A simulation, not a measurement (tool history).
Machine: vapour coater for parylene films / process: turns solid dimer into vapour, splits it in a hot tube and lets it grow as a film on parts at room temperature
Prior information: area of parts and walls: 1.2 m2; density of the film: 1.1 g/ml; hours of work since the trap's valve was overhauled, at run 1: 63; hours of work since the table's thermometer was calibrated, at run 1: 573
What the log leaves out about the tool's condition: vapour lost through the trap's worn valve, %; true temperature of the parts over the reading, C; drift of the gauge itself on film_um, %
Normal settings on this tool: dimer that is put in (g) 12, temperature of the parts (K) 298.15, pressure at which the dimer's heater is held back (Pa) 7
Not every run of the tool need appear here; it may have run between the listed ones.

run     day  dimer that is put in (g)  temperature of the parts (K)  pressure at which the dimer's heater is held back (Pa)  hours of work since the trap's valve was overhauled  hours of work since the table's thermometer was calibrated  thickness of the film (um)
  1       0                        12                        298.15                                                       7                                                   63                                                         573                        6.43
  2   0.988                        12                        304.15                                                       7                                                   81                                                         591                        5.24
  3   1.562                        12                        298.15                                                       7                                                   91                                                         602                         6.3
  4   2.125                        12                        298.15                                                       7                                                  101                                                         612                        6.22
  5   2.958                        12                        305.15                                                       7                                                  116                                                         627                        4.92
  6   4.029                        12                        305.15                                                       7                                                  136                                                         647                        4.87
  7   4.521                        12                        305.15                                                       7                                                  145                                                         656                         4.8
  8   5.504                        12                        305.15                                                       7                                                  163                                                         673                         4.8
  9   6.575                        12                        305.15                                                       7                                                  182                                                         693                        4.67
 10   7.429                        12                        305.15                                                       7                                                  198                                                         708                        4.68
 11   8.092                        12                        305.15                                                       7                                                  210                                                         721                        4.66
      8.783  -- trap's valve overhauled
 12   9.121                        12                        301.15                                                       7                                                    6                                                         736                           6
 13  10.096                        12                        301.15                                                       7                                                   24                                                         754                        5.95
 14  11.004                        17                        298.15                                                       7                                                   40                                                         770                        9.17
 15  12.083                        17                        298.15                                                       7                                                   60                                                         790                        9.23
 16  12.992                        17                        298.15                                                       7                                                   77                                                         807                           9
 17  13.488                        12                        309.15                                                       7                                                   86                                                         816                         4.4
 18  14.338                        12                        309.15                                                       7                                                  101                                                         831                        4.35
 19  14.883                        12                        309.15                                                       7                                                  111                                                         841                        4.38
 20  15.604                        12                        298.15                                                    2.63                                                  124                                                         854                           7
 21  16.188                        12                        298.15                                                    2.63                                                  135                                                         865                        6.82
 22  16.708                        12                        298.15                                                       7                                                  144                                                         874                        6.14
 23    17.2                        12                        298.15                                                       7                                                  153                                                         883                        6.16
 24  18.275                        12                        298.15                                                    4.56                                                  173                                                         903                        6.45
 25  19.229                        12                        298.15                                                    4.56                                                  190                                                         920                        6.31
 26  20.292                        12                        298.15                                                    4.56                                                  209                                                         939                        6.23
     21.038  -- trap's valve overhauled
 27  21.133                         9                        300.15                                                    4.56                                                    2                                                         952                         4.9
 28  22.092                        12                        297.15                                                    3.55                                                   19                                                         969                        7.32
 29  22.808                        10                        308.15                                                    3.55                                                   32                                                         982                        4.17
 30  23.812                        21                        302.15                                                    4.62                                                   50                                                        1000                       10.32
 31  24.783                        21                        302.15                                                    4.62                                                   68                                                        1018                       10.28
 32  25.817                        21                        302.15                                                    4.62                                                   87                                                        1037                       10.23
 33  26.462                        12                        304.15                                                    2.68                                                   99                                                        1049                        5.79
 34    27.4                        12                        304.15                                                    2.13                                                  116                                                        1066                        5.87
 35  28.254                        12                        304.15                                                    2.13                                                  131                                                        1081                        5.83
 36  28.804                        12                        304.15                                                    2.13                                                  141                                                        1091                        5.83
 37  29.275                         6                        304.15                                                    2.13                                                  150                                                        1100                        2.91
 38   30.25                         6                        304.15                                                    2.13                                                  168                                                        1117                        2.88
 39  30.717                         6                        304.15                                                    2.13                                                  176                                                        1126                        2.88
 40  31.292                        12                        300.15                                                    8.28                                                  187                                                        1136                        5.58
 41  31.788                        12                        300.15                                                    8.28                                                  196                                                        1145                         5.5
 42   32.25                         9                        298.15                                                    6.58                                                  204                                                        1154                        4.48
     33.275  -- trap's valve overhauled
 43  33.408                        19                        297.15                                                    4.06                                                    2                                                        1172                       11.46
 44    34.1                        19                        297.15                                                    4.06                                                   15                                                        1184                       11.38
 45  34.825                        11                        297.15                                                    2.04                                                   28                                                        1198                        7.15
 46   35.35                        11                        297.15                                                    2.04                                                   38                                                        1207                        7.15

Consider 5 possible next runs. They are alternatives, not a sequence: every one starts from the tool as it was left by run 46. What does each give?
  A  35.904                        16                        297.15                                                     3.7                                                   48                                                        1217                           ?
  B  35.904                        11                        297.15                                                    3.26                                                   48                                                        1217                           ?
  C  35.904                         6                        302.15                                                   11.61                                                   48                                                        1217                           ?
  D  35.904                         6                        294.15                                                    2.64                                                   48                                                        1217                           ?
  E  35.904                         7                        297.15                                                    5.57                                                   48                                                        1217                           ?

run  thickness of the film (um)
  A                        9.66
  B                        6.65
  C                        2.66
  D                        4.15
  E                        3.98
With the hidden condition removed and each run's random variation left untouched, the same runs would have given:
run  thickness of the film (um)
  A                        9.82
  B                        6.76
  C                         2.7
  D                        4.21
  E                        4.05

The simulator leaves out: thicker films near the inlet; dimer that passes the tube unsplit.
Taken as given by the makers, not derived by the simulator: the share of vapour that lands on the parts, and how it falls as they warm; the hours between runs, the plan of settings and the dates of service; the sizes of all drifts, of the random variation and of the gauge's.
